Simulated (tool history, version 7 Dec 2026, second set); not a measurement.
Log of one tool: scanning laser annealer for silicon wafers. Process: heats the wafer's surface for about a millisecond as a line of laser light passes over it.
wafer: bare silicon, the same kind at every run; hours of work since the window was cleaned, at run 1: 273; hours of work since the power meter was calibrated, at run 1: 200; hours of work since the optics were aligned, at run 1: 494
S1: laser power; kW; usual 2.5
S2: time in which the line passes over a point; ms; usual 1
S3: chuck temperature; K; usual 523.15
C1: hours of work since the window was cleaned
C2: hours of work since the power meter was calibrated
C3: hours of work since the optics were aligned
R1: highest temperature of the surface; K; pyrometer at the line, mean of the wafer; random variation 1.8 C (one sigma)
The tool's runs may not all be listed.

| run | hour | S1 | S2 | S3 | C1 | C2 | C3 | R1 |
|---|---|---|---|---|---|---|---|---|
| 1 | 0 | 2.5 | 1 | 523.15 | 273 | 200 | 494 | 1324.15 |
| 2 | 61.2 | 2.5 | 1 | 523.15 | 300 | 226 | 520 | 1325.15 |
| 3 | 93.3 | 2.5 | 1.06 | 523.15 | 313 | 240 | 534 | 1356.15 |
| 4 | 133.1 | 2.5 | 0.92 | 523.15 | 330 | 257 | 551 | 1287.15 |
| 5 | 170.7 | 2.5 | 0.92 | 523.15 | 346 | 273 | 567 | 1285.15 |
|  | 226.3 | window over the wafer cleaned |
| 6 | 235.7 | 2.5 | 0.92 | 523.15 | 4 | 300 | 594 | 1286.15 |
| 7 | 284.2 | 2.5 | 1 | 506.15 | 25 | 321 | 615 | 1309.15 |
| 8 | 315.5 | 2.5 | 1 | 523.15 | 38 | 334 | 628 | 1325.15 |
| 9 | 348.7 | 2.5 | 1 | 523.15 | 52 | 348 | 642 | 1329.15 |
| 10 | 379.2 | 2.5 | 1 | 523.15 | 65 | 361 | 655 | 1326.15 |
| 11 | 406.7 | 2.5 | 1 | 523.15 | 77 | 373 | 667 | 1326.15 |
| 12 | 437.6 | 2.5 | 1 | 523.15 | 90 | 386 | 680 | 1324.15 |
| 13 | 493.9 | 2.5 | 1 | 523.15 | 114 | 410 | 705 | 1326.15 |
| 14 | 550.4 | 2.5 | 1 | 523.15 | 139 | 434 | 729 | 1323.15 |
| 15 | 586.9 | 2.5 | 1 | 511.15 | 154 | 450 | 744 | 1313.15 |
| 16 | 651.4 | 2.513 | 1 | 511.15 | 182 | 478 | 772 | 1320.15 |
| 17 | 711.9 | 2.513 | 1 | 511.15 | 208 | 503 | 798 | 1318.15 |
| 18 | 751.6 | 2.513 | 1.12 | 511.15 | 225 | 520 | 815 | 1375.15 |
| 19 | 793.1 | 2.513 | 1.12 | 511.15 | 242 | 538 | 833 | 1375.15 |
| 20 | 849.8 | 2.5 | 1 | 523.15 | 267 | 562 | 857 | 1325.15 |
| 21 | 902.5 | 2.5 | 0.85 | 523.15 | 289 | 585 | 879 | 1252.15 |
| 22 | 956.8 | 2.169 | 0.76 | 523.15 | 312 | 608 | 903 | 1104.15 |
| 23 | 1010.4 | 2.169 | 0.76 | 523.15 | 335 | 631 | 925 | 1105.15 |
| 24 | 1049.8 | 2.169 | 0.76 | 523.15 | 352 | 648 | 942 | 1101.15 |
|  | 1089.5 | window over the wafer cleaned |
| 25 | 1115.4 | 2.392 | 1 | 550.15 | 11 | 675 | 970 | 1312.15 |
| 26 | 1178.4 | 2.392 | 1 | 550.15 | 38 | 702 | 997 | 1315.15 |
| 27 | 1234.2 | 2.5 | 0.76 | 542.15 | 62 | 726 | 1020 | 1228.15 |
| 28 | 1270.7 | 2.703 | 0.92 | 551.15 | 78 | 742 | 1036 | 1389.15 |
| 29 | 1297.9 | 2.228 | 0.89 | 495.15 | 89 | 753 | 1048 | 1150.15 |
| 30 | 1346.9 | 2.5 | 0.92 | 523.15 | 110 | 774 | 1069 | 1286.15 |
| 31 | 1379.3 | 2.377 | 0.74 | 523.15 | 124 | 788 | 1082 | 1157.15 |
| 32 | 1443.1 | 2.377 | 0.74 | 523.15 | 151 | 815 | 1110 | 1158.15 |
| 33 | 1489.4 | 2.377 | 0.74 | 523.15 | 171 | 835 | 1130 | 1156.15 |
| 34 | 1515.8 | 2.264 | 1 | 523.15 | 182 | 847 | 1141 | 1243.15 |
| 35 | 1552.4 | 2.617 | 1.16 | 540.15 | 198 | 862 | 1157 | 1460.15 |
| 36 | 1590.4 | 2.617 | 1.16 | 540.15 | 214 | 878 | 1173 | 1463.15 |
| 37 | 1627.5 | 2.617 | 0.95 | 499.15 | 230 | 894 | 1189 | 1324.15 |
| 38 | 1677.8 | 2.394 | 1.05 | 544.15 | 252 | 916 | 1210 | 1331.15 |
| 39 | 1725.9 | 2.399 | 1.01 | 537.15 | 272 | 936 | 1231 | 1305.15 |
| 40 | 1786.2 | 2.288 | 1 | 527.15 | 298 | 962 | 1257 | 1251.15 |
| 41 | 1838.9 | 2.406 | 0.98 | 503.15 | 321 | 985 | 1279 | 1263.15 |

3 ways to go on from here, each from the tool as it stands after run 41. What would each give?
| A | 1899.4 | 2.5 | 1.01 | 526.15 | 346 | 1011 | 1305 | ? |
| B | 1899.4 | 2.488 | 0.98 | 541.15 | 346 | 1011 | 1305 | ? |
| C | 1899.4 | 2.701 | 1.24 | 530.15 | 346 | 1011 | 1305 | ? |

| run | R1 |
|---|---|
| A | 1330.15 |
| B | 1329.15 |
| C | 1526.15 |
Without the tool's hidden state the same runs would have given:
| run | R1 |
|---|---|
| A | 1332.15 |
| B | 1330.15 |
| C | 1528.15 |
